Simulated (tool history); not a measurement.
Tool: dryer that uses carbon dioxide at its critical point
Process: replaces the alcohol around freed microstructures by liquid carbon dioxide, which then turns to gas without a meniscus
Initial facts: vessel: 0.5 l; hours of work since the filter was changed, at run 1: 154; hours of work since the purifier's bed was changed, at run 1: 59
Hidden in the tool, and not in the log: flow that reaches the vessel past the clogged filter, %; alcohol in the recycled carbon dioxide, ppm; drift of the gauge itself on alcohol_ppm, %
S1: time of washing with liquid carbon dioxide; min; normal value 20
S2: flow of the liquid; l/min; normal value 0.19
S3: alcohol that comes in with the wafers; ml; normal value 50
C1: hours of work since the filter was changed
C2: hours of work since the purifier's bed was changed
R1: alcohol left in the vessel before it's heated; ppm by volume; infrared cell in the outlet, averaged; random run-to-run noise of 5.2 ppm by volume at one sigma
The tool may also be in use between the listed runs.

Run 1, day 0: usual settings; C1 154; C2 59. Result: R1 203 ppm by volume.
Run 2, day 0.45: usual settings but S3 93 ml; C1 162; C2 66. Result: R1 371 ppm by volume.
Run 3, day 0.825: usual settings but S3 93 ml; C1 168; C2 72. Result: R1 383 ppm by volume.
Run 4, day 1.367: usual settings but S3 93 ml; C1 177; C2 81. Result: R1 414 ppm by volume.
At day 1.7: inlet filter changed.
Run 5, day 1.7: usual settings but S3 93 ml; C1 0; C2 86. Result: R1 194 ppm by volume.
Run 6, day 2.154: usual settings but S2 0.115 l/min, S3 93 ml; C1 7; C2 93. Result: R1 2961 ppm by volume.
Run 7, day 2.525: usual settings but S1 15 min; C1 14; C2 99. Result: R1 566 ppm by volume.
Run 8, day 2.804: usual settings but S1 15 min; C1 18; C2 104. Result: R1 584 ppm by volume.
Run 9, day 3.296: usual settings but S1 15 min; C1 26; C2 112. Result: R1 614 ppm by volume.
Run 10, day 3.696: usual settings but S1 15 min, S3 59 ml; C1 33; C2 119. Result: R1 691 ppm by volume.
Run 11, day 4.004: usual settings; C1 38; C2 124. Result: R1 138 ppm by volume.
Run 12, day 4.333: usual settings but S2 0.191 l/min; C1 43; C2 129. Result: R1 144 ppm by volume.
Run 13, day 4.792: usual settings; C1 51; C2 137. Result: R1 157 ppm by volume.
Run 14, day 5.246: usual settings; C1 58; C2 144. Result: R1 160 ppm by volume.
Run 15, day 5.55: usual settings; C1 63; C2 149. Result: R1 170 ppm by volume.
Run 16, day 6.058: usual settings; C1 72; C2 158. Result: R1 174 ppm by volume.
Run 17, day 6.475: usual settings but S1 13 min; C1 79; C2 164. Result: R1 1347 ppm by volume.
Run 18, day 6.996: usual settings but S1 13 min; C1 87; C2 173. Result: R1 1351 ppm by volume.
Run 19, day 7.404: usual settings but S1 13 min; C1 94; C2 180. Result: R1 1399 ppm by volume.
Run 20, day 7.8: usual settings but S1 30 min; C1 100; C2 186. Result: R1 70 ppm by volume.
Run 21, day 8.2: usual settings but S1 30 min; C1 107; C2 193. Result: R1 71 ppm by volume.
Run 22, day 8.442: usual settings but S1 13 min, S2 0.149 l/min; C1 111; C2 197. Result: R1 3750 ppm by volume.
Run 23, day 8.85: usual settings but S2 0.209 l/min; C1 118; C2 203. Result: R1 142 ppm by volume.
Run 24, day 9.25: usual settings but S1 26 min, S2 0.166 l/min; C1 124; C2 210. Result: R1 135 ppm by volume.
Run 25, day 9.629: usual settings but S1 26 min, S2 0.166 l/min; C1 130; C2 216. Result: R1 132 ppm by volume.
Run 26, day 9.904: usual settings but S1 16 min, S3 21 ml; C1 135; C2 221. Result: R1 314 ppm by volume.
Run 27, day 10.221: usual settings but S1 24 min; C1 140; C2 226. Result: R1 125 ppm by volume.
Run 28, day 10.458: usual settings but S1 21 min, S2 0.301 l/min; C1 144; C2 230. Result: R1 80 ppm by volume.
Run 29, day 10.8: usual settings but S1 12 min, S2 0.198 l/min; C1 150; C2 235. Result: R1 1901 ppm by volume.
Run 30, day 11.171: usual settings but S1 27 min, S2 0.156 l/min, S3 56 ml; C1 156; C2 242. Result: R1 185 ppm by volume.
Run 31, day 11.671: usual settings but S1 18 min, S2 0.156 l/min, S3 33 ml; C1 164; C2 250. Result: R1 721 ppm by volume.
Run 32, day 12.146: usual settings but S1 18 min, S2 0.156 l/min, S3 33 ml; C1 172; C2 258. Result: R1 766 ppm by volume.

What if the next run were any one of these 3? Each begins from the tool's condition after run 32:
Run A, day 12.571: usual settings but S3 114 ml; C1 179; C2 265. Result: R1 ?.
Run B, day 12.571: usual settings but S3 58 ml; C1 179; C2 265. Result: R1 ?.
Run C, day 12.571: usual settings but S2 0.227 l/min, S3 31 ml; C1 179; C2 265. Result: R1 ?.

run   R1
  A  517
  B  309
  C  119
Take away the tool's hidden state, keep each run's random variation, and the runs would have read:
run   R1
  A  194
  B  101
  C   17
